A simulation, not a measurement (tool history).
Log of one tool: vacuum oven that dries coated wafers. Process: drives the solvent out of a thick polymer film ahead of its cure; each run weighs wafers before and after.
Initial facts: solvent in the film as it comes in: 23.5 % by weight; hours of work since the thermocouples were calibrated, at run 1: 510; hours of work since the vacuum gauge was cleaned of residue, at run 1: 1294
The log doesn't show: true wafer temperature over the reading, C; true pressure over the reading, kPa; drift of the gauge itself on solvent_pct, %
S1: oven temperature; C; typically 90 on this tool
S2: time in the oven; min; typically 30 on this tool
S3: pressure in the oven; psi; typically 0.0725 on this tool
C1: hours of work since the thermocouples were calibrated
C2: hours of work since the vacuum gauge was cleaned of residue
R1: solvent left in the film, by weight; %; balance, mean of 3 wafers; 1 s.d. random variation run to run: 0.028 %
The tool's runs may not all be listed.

run 1 hour=0.0 | S1=90 S2=30 S3=0.0725 | C1=510 C2=1294 | R1=1.30
run 2 hour=58.5 | S1=90 S2=30 S3=0.0725 | C1=551 C2=1335 | R1=1.27
run 3 hour=115.0 | S1=90 S2=30 S3=0.0725 | C1=590 C2=1374 | R1=1.25
run 4 hour=202.0 | S1=95 S2=30 S3=0.0725 | C1=651 C2=1434 | R1=0.84
run 5 hour=279.6 | S1=95 S2=30 S3=0.0725 | C1=705 C2=1488 | R1=0.76
run 6 hour=318.4 | S1=90 S2=30 S3=0.0528 | C1=732 C2=1515 | R1=1.19
run 7 hour=382.1 | S1=87 S2=30 S3=0.0408 | C1=776 C2=1560 | R1=1.52
run 8 hour=430.6 | S1=87 S2=49 S3=0.0930 | C1=810 C2=1594 | R1=1.06
-- hour=490.7 oven's thermocouples calibrated
run 9 hour=497.5 | S1=84 S2=30 S3=0.2119 | C1=5 C2=1639 | R1=3.53
run 10 hour=579.4 | S1=90 S2=19 S3=0.0416 | C1=62 C2=1696 | R1=2.87
run 11 hour=649.3 | S1=90 S2=30 S3=0.1600 | C1=110 C2=1744 | R1=1.90

3 options for the next run, each taken on its own from the tool as it stands now. Forecast them:
run A hour=723.0 | S1=90 S2=30 S3=0.0416 | C1=162 C2=1796 | R1=?
run B hour=723.0 | S1=90 S2=30 S3=0.0386 | C1=162 C2=1796 | R1=?
run C hour=723.0 | S1=90 S2=23 S3=0.1600 | C1=162 C2=1796 | R1=?

run=A R1=1.25
run=B R1=1.20
run=C R1=2.64
Stripped of hidden state, with their random variation kept, the same runs would have yielded:
run=A R1=0.95
run=B R1=0.90
run=C R1=2.37

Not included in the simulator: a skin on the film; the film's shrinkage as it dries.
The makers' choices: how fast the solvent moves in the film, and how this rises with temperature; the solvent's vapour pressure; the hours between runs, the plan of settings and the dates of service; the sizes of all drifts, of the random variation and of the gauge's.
